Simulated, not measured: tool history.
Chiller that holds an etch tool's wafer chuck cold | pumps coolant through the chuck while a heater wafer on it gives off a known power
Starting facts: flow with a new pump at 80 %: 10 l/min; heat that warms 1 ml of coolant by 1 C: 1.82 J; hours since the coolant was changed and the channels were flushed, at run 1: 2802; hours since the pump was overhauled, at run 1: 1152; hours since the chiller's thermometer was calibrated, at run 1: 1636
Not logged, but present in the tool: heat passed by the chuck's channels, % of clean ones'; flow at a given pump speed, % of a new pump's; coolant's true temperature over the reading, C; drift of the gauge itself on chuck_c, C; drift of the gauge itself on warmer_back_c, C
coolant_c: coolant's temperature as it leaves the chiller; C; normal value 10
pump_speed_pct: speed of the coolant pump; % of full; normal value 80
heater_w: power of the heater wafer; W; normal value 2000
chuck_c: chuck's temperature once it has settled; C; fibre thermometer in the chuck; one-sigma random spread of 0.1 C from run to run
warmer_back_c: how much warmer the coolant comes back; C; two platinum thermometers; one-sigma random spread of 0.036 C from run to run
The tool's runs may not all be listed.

| run | hour | coolant_c | pump_speed_pct | heater_w | hours since the coolant was changed and the channels were flushed | hours since the pump was overhauled | hours since the chiller's thermometer was calibrated | chuck_c | warmer_back_c |
|---|---|---|---|---|---|---|---|---|---|
| 1 | 0.0 | 10 | 80 | 2000 | 2802 | 1152 | 1636 | 24.4 | 6.69 |
| 2 | 30.6 | 10 | 80 | 2000 | 2833 | 1183 | 1667 | 24.4 | 6.66 |
| 3 | 68.4 | 10 | 80 | 2000 | 2871 | 1220 | 1705 | 24.4 | 6.82 |
| 4 | 100.5 | 10 | 80 | 2000 | 2903 | 1252 | 1737 | 24.4 | 6.77 |
| 5 | 129.2 | 12 | 80 | 2000 | 2932 | 1281 | 1766 | 26.3 | 6.75 |
| 6 | 161.5 | 14 | 80 | 2000 | 2964 | 1313 | 1798 | 28.3 | 6.74 |
| 7 | 183.6 | 10 | 80 | 2000 | 2986 | 1335 | 1820 | 24.2 | 6.74 |
| 8 | 209.3 | 10 | 80 | 2000 | 3012 | 1361 | 1846 | 24.6 | 6.73 |
| 9 | 240.7 | 10 | 80 | 2000 | 3043 | 1393 | 1877 | 24.5 | 6.75 |
| 10 | 269.8 | 10 | 80 | 1282 | 3072 | 1422 | 1906 | 19.3 | 4.30 |
| 11 | 294.1 | 19 | 60 | 1298 | 3096 | 1446 | 1931 | 31.0 | 6.02 |
| 12 | 318.2 | 19 | 60 | 1298 | 3121 | 1470 | 1955 | 31.1 | 5.98 |
| 13 | 335.5 | 19 | 60 | 1298 | 3138 | 1487 | 1972 | 30.8 | 6.02 |
| 14 | 376.2 | 3 | 60 | 2772 | 3179 | 1528 | 2013 | 28.5 | 12.83 |
| 15 | 397.2 | 3 | 60 | 2772 | 3200 | 1549 | 2034 | 28.3 | 12.81 |

How would selected steps in chuck_c from run to run divide? Give the signed amount a tool lacking its hidden state would still show from settings, what came in and random variation, and the signed amount left for the hidden state, including any gauge scatter that is not in both of the compared results.
Run 10 -> 11: coolant_c 10 -> 19, pump_speed_pct 80 -> 60, heater_w 1282 -> 1298. chuck_c +11.7 C: hidden state +0.1, all else +11.6.
Run 13 -> 14: coolant_c 19 -> 3, heater_w 1298 -> 2772. chuck_c -2.3 C: hidden state +1.3, all else -3.6.
